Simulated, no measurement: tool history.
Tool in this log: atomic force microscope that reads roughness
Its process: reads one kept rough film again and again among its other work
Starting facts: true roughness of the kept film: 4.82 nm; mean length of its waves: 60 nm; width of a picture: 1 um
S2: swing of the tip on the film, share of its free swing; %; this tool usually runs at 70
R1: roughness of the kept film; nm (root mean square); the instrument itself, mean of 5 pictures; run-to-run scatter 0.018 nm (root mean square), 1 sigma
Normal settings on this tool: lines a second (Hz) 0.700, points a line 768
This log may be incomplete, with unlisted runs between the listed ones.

run 1 hour=0.0 | lines_a_second_(Hz)=0.700 S2=70 points_a_line=768 | R1=4.305
run 2 hour=51.7 | lines_a_second_(Hz)=0.700 S2=70 points_a_line=768 | R1=4.165
run 3 hour=93.9 | lines_a_second_(Hz)=0.700 S2=70 points_a_line=768 | R1=4.101
run 4 hour=117.8 | lines_a_second_(Hz)=0.700 S2=70 points_a_line=768 | R1=4.071
-- hour=122.3 new tip fitted
run 5 hour=146.8 | lines_a_second_(Hz)=0.700 S2=70 points_a_line=768 | R1=4.400
run 6 hour=188.3 | lines_a_second_(Hz)=0.700 S2=70 points_a_line=768 | R1=4.327
run 7 hour=243.2 | lines_a_second_(Hz)=0.859 S2=70 points_a_line=768 | R1=4.148
run 8 hour=283.7 | lines_a_second_(Hz)=2.893 S2=77 points_a_line=282 | R1=3.361
-- hour=325.0 new tip fitted
run 9 hour=331.8 | lines_a_second_(Hz)=1.565 S2=61 points_a_line=768 | R1=4.405
run 10 hour=374.6 | lines_a_second_(Hz)=1.565 S2=61 points_a_line=768 | R1=4.278
run 11 hour=411.1 | lines_a_second_(Hz)=2.056 S2=58 points_a_line=260 | R1=4.205
run 12 hour=452.0 | lines_a_second_(Hz)=2.056 S2=70 points_a_line=260 | R1=3.882
run 13 hour=481.2 | lines_a_second_(Hz)=3.403 S2=55 points_a_line=356 | R1=4.027
run 14 hour=521.4 | lines_a_second_(Hz)=2.660 S2=59 points_a_line=340 | R1=3.920

Predict each of these 5 candidate next runs independently; none follows another, all start after run 14:
-- hour=530.1 new tip fitted
run A hour=569.2 | lines_a_second_(Hz)=2.660 S2=90 points_a_line=340 | R1=?
-- hour=530.1 new tip fitted
run B hour=569.2 | lines_a_second_(Hz)=1.619 S2=70 points_a_line=768 | R1=?
-- hour=530.1 new tip fitted
run C hour=569.2 | lines_a_second_(Hz)=0.700 S2=60 points_a_line=344 | R1=?
-- hour=530.1 new tip fitted
run D hour=569.2 | lines_a_second_(Hz)=0.919 S2=68 points_a_line=982 | R1=?
-- hour=530.1 new tip fitted
run E hour=569.2 | lines_a_second_(Hz)=2.660 S2=58 points_a_line=340 | R1=?

run=A R1=3.127
run=B R1=4.152
run=C R1=4.468
run=D R1=4.363
run=E R1=4.266
Take away the tool's hidden state, keep each run's random variation, and the runs would have read:
run=A R1=3.211
run=B R1=4.264
run=C R1=4.588
run=D R1=4.481
run=E R1=4.381
